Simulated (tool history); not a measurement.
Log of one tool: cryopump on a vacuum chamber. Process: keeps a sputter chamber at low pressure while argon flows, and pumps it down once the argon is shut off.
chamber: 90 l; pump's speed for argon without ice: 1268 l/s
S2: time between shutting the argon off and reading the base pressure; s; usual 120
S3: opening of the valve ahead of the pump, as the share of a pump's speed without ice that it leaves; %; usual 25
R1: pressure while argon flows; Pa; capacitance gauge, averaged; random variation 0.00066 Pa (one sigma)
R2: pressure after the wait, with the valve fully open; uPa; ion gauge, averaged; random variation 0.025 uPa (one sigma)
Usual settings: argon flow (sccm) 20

Run 1, day 0.000: usual settings. Result: R1 0.1090 Pa, R2 1.91 uPa.
Run 2, day 1.738: usual settings. Result: R1 0.1087 Pa, R2 1.97 uPa.
Run 3, day 2.792: usual settings but S2 40 s. Result: R1 0.1090 Pa, R2 3.69 uPa.
Run 4, day 3.967: usual settings. Result: R1 0.1091 Pa, R2 2.04 uPa.
Run 5, day 5.917: usual settings. Result: R1 0.1094 Pa, R2 2.08 uPa.
Run 6, day 6.850: usual settings. Result: R1 0.1097 Pa, R2 2.11 uPa.
Run 7, day 7.746: usual settings but argon flow (sccm) 12. Result: R1 0.0660 Pa, R2 2.05 uPa.
Run 8, day 9.629: usual settings but argon flow (sccm) 12. Result: R1 0.0649 Pa, R2 2.15 uPa.
Run 9, day 11.192: usual settings but argon flow (sccm) 12, S2 107 s. Result: R1 0.0645 Pa, R2 2.25 uPa.
Run 10, day 12.529: usual settings but S2 148 s. Result: R1 0.1102 Pa, R2 2.06 uPa.
Run 11, day 13.583: usual settings but argon flow (sccm) 13, S2 148 s. Result: R1 0.0714 Pa, R2 2.12 uPa.
Run 12, day 15.200: usual settings but S3 57 %. Result: R1 0.0499 Pa, R2 2.31 uPa.
Run 13, day 16.925: usual settings but argon flow (sccm) 9, S3 20 %. Result: R1 0.0616 Pa, R2 2.28 uPa.
Run 14, day 18.250: usual settings but argon flow (sccm) 36, S2 276 s, S3 20 %. Result: R1 0.2471 Pa, R2 1.89 uPa.
Run 15, day 20.117: usual settings but S3 45 %. Result: R1 0.0642 Pa, R2 2.39 uPa.
Run 16, day 21.679: usual settings but S2 177 s. Result: R1 0.1106 Pa, R2 2.18 uPa.
Run 17, day 23.212: usual settings but argon flow (sccm) 25, S2 223 s, S3 24 %. Result: R1 0.1458 Pa, R2 2.13 uPa.
Run 18, day 25.050: usual settings but argon flow (sccm) 25, S2 223 s, S3 24 %. Result: R1 0.1453 Pa, R2 2.19 uPa.
Run 19, day 26.688: usual settings but argon flow (sccm) 25, S2 223 s, S3 24 %. Result: R1 0.1460 Pa, R2 2.17 uPa.
Run 20, day 27.550: usual settings but argon flow (sccm) 8, S2 24 s, S3 38 %. Result: R1 0.0300 Pa, R2 5.86 uPa.

Forecast each of these 4 alternatives for the next run:
Run A, day 28.958: usual settings but S3 43 %. Result: R1 ?, R2 ?.
Run B, day 28.958: usual settings but argon flow (sccm) 10, S2 80 s, S3 38 %. Result: R1 ?, R2 ?.
Run C, day 28.958: usual settings but argon flow (sccm) 10, S2 51 s. Result: R1 ?, R2 ?.
Run D, day 28.958: usual settings but S3 28 %. Result: R1 ?, R2 ?.

run      R1    R2
  A  0.0670  2.70
  B  0.0386  3.11
  C  0.0570  3.72
  D  0.1008  2.60
Without the tool's hidden state the same runs would have given:
run      R1    R2
  A  0.0614  1.09
  B  0.0357  1.49
  C  0.0541  2.14
  D  0.0952  1.05
